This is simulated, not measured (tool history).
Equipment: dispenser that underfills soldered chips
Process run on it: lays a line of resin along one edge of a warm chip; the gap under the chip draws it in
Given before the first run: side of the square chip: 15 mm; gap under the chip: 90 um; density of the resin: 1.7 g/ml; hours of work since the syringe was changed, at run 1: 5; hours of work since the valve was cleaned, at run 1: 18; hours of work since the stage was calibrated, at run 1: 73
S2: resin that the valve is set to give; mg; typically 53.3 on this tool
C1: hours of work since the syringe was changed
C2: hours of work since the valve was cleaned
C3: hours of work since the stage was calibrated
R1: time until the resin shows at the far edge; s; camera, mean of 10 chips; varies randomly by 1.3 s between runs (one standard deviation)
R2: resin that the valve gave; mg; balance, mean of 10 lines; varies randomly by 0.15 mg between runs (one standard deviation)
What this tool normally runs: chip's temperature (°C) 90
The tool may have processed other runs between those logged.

Run 1, hour 0.0: usual settings; C1 5; C2 18; C3 73. Result: R1 171.4 s, R2 52.68 mg.
At hour 3.4: new syringe of resin.
Run 2, hour 4.5: usual settings but S2 67.4 mg; C1 1; C2 21; C3 76. Result: R1 123.4 s, R2 66.18 mg.
Run 3, hour 8.5: usual settings but chip's temperature (°C) 104; C1 3; C2 23; C3 78. Result: R1 92.9 s, R2 52.20 mg.
Run 4, hour 10.7: usual settings but chip's temperature (°C) 104; C1 5; C2 25; C3 80. Result: R1 105.3 s, R2 51.71 mg.
At hour 13.4: new syringe of resin.
Run 5, hour 15.2: usual settings; C1 1; C2 28; C3 83. Result: R1 134.0 s, R2 52.30 mg.
Run 6, hour 18.7: usual settings but chip's temperature (°C) 79; C1 4; C2 30; C3 85. Result: R1 246.9 s, R2 51.93 mg.
At hour 23.4: new syringe of resin.
Run 7, hour 23.5: usual settings but chip's temperature (°C) 79; C1 0; C2 33; C3 88. Result: R1 182.5 s, R2 51.70 mg.
Run 8, hour 25.4: usual settings but chip's temperature (°C) 79; C1 1; C2 34; C3 89. Result: R1 205.3 s, R2 51.78 mg.
Run 9, hour 30.2: usual settings but chip's temperature (°C) 79; C1 5; C2 38; C3 93. Result: R1 269.9 s, R2 51.47 mg.
Run 10, hour 32.2: usual settings but S2 49.6 mg; C1 6; C2 39; C3 94. Result: R1 196.0 s, R2 48.03 mg.
At hour 33.4: new syringe of resin.
Run 11, hour 35.1: usual settings but S2 49.6 mg; C1 1; C2 41; C3 96. Result: R1 133.5 s, R2 47.90 mg.
Run 12, hour 38.3: usual settings; C1 3; C2 43; C3 98. Result: R1 156.8 s, R2 51.34 mg.
Run 13, hour 41.1: usual settings; C1 5; C2 45; C3 100. Result: R1 183.4 s, R2 51.02 mg.
At hour 43.3: new syringe of resin.
Run 14, hour 45.9: usual settings; C1 2; C2 48; C3 103. Result: R1 138.2 s, R2 51.02 mg.
Run 15, hour 48.2: usual settings; C1 3; C2 50; C3 105. Result: R1 157.6 s, R2 50.99 mg.
At hour 53.2: new syringe of resin.
Run 16, hour 53.2: usual settings but chip's temperature (°C) 83; C1 0; C2 53; C3 108. Result: R1 156.7 s, R2 51.04 mg.
Run 17, hour 56.8: usual settings but chip's temperature (°C) 83, S2 47.1 mg; C1 2; C2 55; C3 110. Result: R1 198.1 s, R2 45.29 mg.
Run 18, hour 60.7: usual settings but chip's temperature (°C) 83, S2 47.1 mg; C1 5; C2 58; C3 113. Result: R1 245.9 s, R2 44.87 mg.
At hour 63.2: new syringe of resin.
At hour 64.2: dispensing valve cleaned and set on the balance.
Run 19, hour 65.5: usual settings but chip's temperature (°C) 92, S2 51.0 mg; C1 1; C2 1; C3 115. Result: R1 118.6 s, R2 50.57 mg.
Run 20, hour 68.3: usual settings but chip's temperature (°C) 80; C1 3; C2 3; C3 117. Result: R1 225.0 s, R2 53.12 mg.
Run 21, hour 73.0: usual settings but chip's temperature (°C) 88; C1 6; C2 6; C3 120. Result: R1 210.5 s, R2 52.79 mg.
At hour 74.1: new syringe of resin.
Run 22, hour 77.0: usual settings but chip's temperature (°C) 85, S2 66.5 mg; C1 2; C2 9; C3 123. Result: R1 165.2 s, R2 65.94 mg.
Run 23, hour 80.6: usual settings but S2 56.2 mg; C1 4; C2 11; C3 126. Result: R1 169.6 s, R2 55.70 mg.
At hour 84.0: new syringe of resin.
Run 24, hour 85.1: usual settings but chip's temperature (°C) 94, S2 46.1 mg; C1 1; C2 14; C3 128. Result: R1 110.9 s, R2 45.44 mg.
Run 25, hour 88.6: usual settings but chip's temperature (°C) 82, S2 61.6 mg; C1 3; C2 16; C3 131. Result: R1 200.8 s, R2 60.65 mg.
Run 26, hour 90.9: usual settings but chip's temperature (°C) 82, S2 61.6 mg; C1 5; C2 18; C3 132. Result: R1 236.0 s, R2 60.58 mg.
Run 27, hour 93.0: usual settings but S2 50.5 mg; C1 6; C2 19; C3 134. Result: R1 196.4 s, R2 49.64 mg.
At hour 94.1: new syringe of resin.
Run 28, hour 95.7: usual settings but S2 50.5 mg; C1 1; C2 21; C3 135. Result: R1 132.9 s, R2 49.60 mg.
Run 29, hour 98.6: usual settings but S2 50.5 mg; C1 3; C2 23; C3 137. Result: R1 153.2 s, R2 49.55 mg.
Run 30, hour 102.4: usual settings but chip's temperature (°C) 95, S2 61.0 mg; C1 6; C2 25; C3 140. Result: R1 155.8 s, R2 59.66 mg.
At hour 104.0: new syringe of resin.
Run 31, hour 106.3: usual settings but chip's temperature (°C) 99, S2 48.8 mg; C1 2; C2 28; C3 142. Result: R1 99.4 s, R2 47.50 mg.
Run 32, hour 110.6: usual settings but chip's temperature (°C) 85, S2 64.7 mg; C1 5; C2 31; C3 145. Result: R1 209.4 s, R2 63.03 mg.
At hour 114.0: new syringe of resin.
Run 33, hour 115.5: usual settings but chip's temperature (°C) 91, S2 66.1 mg; C1 1; C2 34; C3 149. Result: R1 124.1 s, R2 64.16 mg.
Run 34, hour 119.2: usual settings but chip's temperature (°C) 88, S2 61.0 mg; C1 4; C2 37; C3 151. Result: R1 170.3 s, R2 59.37 mg.
Run 35, hour 123.2: usual settings but chip's temperature (°C) 88, S2 65.2 mg; C1 6; C2 39; C3 154. Result: R1 213.3 s, R2 62.99 mg.

Some steps in R1 between neighbouring runs. How much of each would the tool show without its hidden state too (settings, what came in, random variation), and how much is left for the hidden state, with any gauge scatter that isn't in both results?
The hidden state here: resin's viscosity, % of fresh resin's; dose that the valve gives, % of what is set; true chip temperature over the reading, C; drift of the gauge itself on fill_s, %; drift of the gauge itself on given_mg, %.
Run 5 -> 6: chip's temperature (°C) 90 -> 79. R1 +112.9 s: hidden state +49.0, all else +63.9.
Run 6 -> 7: new syringe of resin. R1 -64.4 s: hidden state -66.3, all else +1.9.
Run 18 -> 19: chip's temperature (°C) 83 -> 92, S2 47.1 -> 51.0, new syringe of resin, dispensing valve cleaned and set on the balance. R1 -127.3 s: hidden state -76.2, all else -51.1.
Run 27 -> 28: new syringe of resin. R1 -63.5 s: hidden state -65.2, all else +1.7.
Run 31 -> 32: chip's temperature (°C) 99 -> 85, S2 48.8 -> 64.7. R1 +110.0 s: hidden state +51.9, all else +58.1.
